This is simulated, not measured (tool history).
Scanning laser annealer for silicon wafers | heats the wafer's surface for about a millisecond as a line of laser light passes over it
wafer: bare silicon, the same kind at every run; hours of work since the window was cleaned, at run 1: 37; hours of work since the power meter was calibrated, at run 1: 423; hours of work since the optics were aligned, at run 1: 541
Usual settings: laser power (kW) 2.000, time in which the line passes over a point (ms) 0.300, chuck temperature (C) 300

run,hour,laser power (kW),time in which the line passes over a point (ms),chuck temperature (C),hours of work since the window was cleaned,hours of work since the power meter was calibrated,hours of work since the optics were aligned,highest temperature of the surface (C)
1,0.0,2.000,0.300,300,37,423,541,1046
2,30.2,2.000,0.300,300,56,442,560,1044
3,96.2,2.000,0.300,300,98,484,602,1041
4,156.6,2.000,0.300,300,137,522,640,1040
5,207.3,2.000,0.300,300,169,555,673,1041
6,237.6,2.000,0.300,300,188,574,692,1038
7,305.9,2.000,0.300,300,232,618,735,1034
8,355.4,2.000,0.300,300,263,649,767,1034
9,395.3,2.000,0.300,300,289,674,792,1035
10,450.5,2.000,0.300,300,324,710,827,1034
11,507.6,2.000,0.293,300,360,746,864,1022
12,537.9,2.000,0.300,300,380,765,883,1031
13,583.2,1.925,0.300,300,408,794,912,1003
14,622.5,1.925,0.300,300,433,819,937,1001
# hour 647.1: window over the wafer cleaned
15,663.5,1.925,0.300,300,10,844,962,1015
# hour 672.7: laser's power meter calibrated
16,725.4,1.925,0.300,300,48,34,999,1011
17,792.9,2.144,0.316,285,91,77,1042,1104
18,860.4,1.771,0.289,288,134,120,1085,926
19,904.3,1.771,0.289,288,162,148,1113,924
# hour 946.7: laser's power meter calibrated, once more
20,971.3,2.060,0.225,291,203,16,1154,939
21,1026.7,1.778,0.275,309,238,51,1189,932
22,1088.9,1.778,0.275,290,278,91,1229,909
23,1142.5,1.743,0.239,281,312,125,1263,842
24,1199.7,1.922,0.380,317,348,161,1299,1123
25,1258.7,1.922,0.380,317,386,199,1337,1118
26,1299.7,1.922,0.380,317,412,225,1363,1118
# hour 1357.1: window over the wafer cleaned
27,1367.8,1.922,0.380,291,7,267,1405,1106
28,1419.2,1.922,0.380,263,40,300,1438,1080
29,1476.0,1.922,0.380,263,76,336,1474,1077

Forecast each of these 4 alternatives for the next run:
A,1520.6,1.922,0.319,323,104,364,1502,?
B,1520.6,1.905,0.226,318,104,364,1502,?
C,1520.6,1.703,0.352,314,104,364,1502,?
D,1520.6,2.071,0.300,300,104,364,1502,?

run,highest temperature of the surface (C)
A,1060
B,919
C,1000
D,1071
Without the tool's hidden state the same runs would have given:
run,highest temperature of the surface (C)
A,1069
B,926
C,1009
D,1080
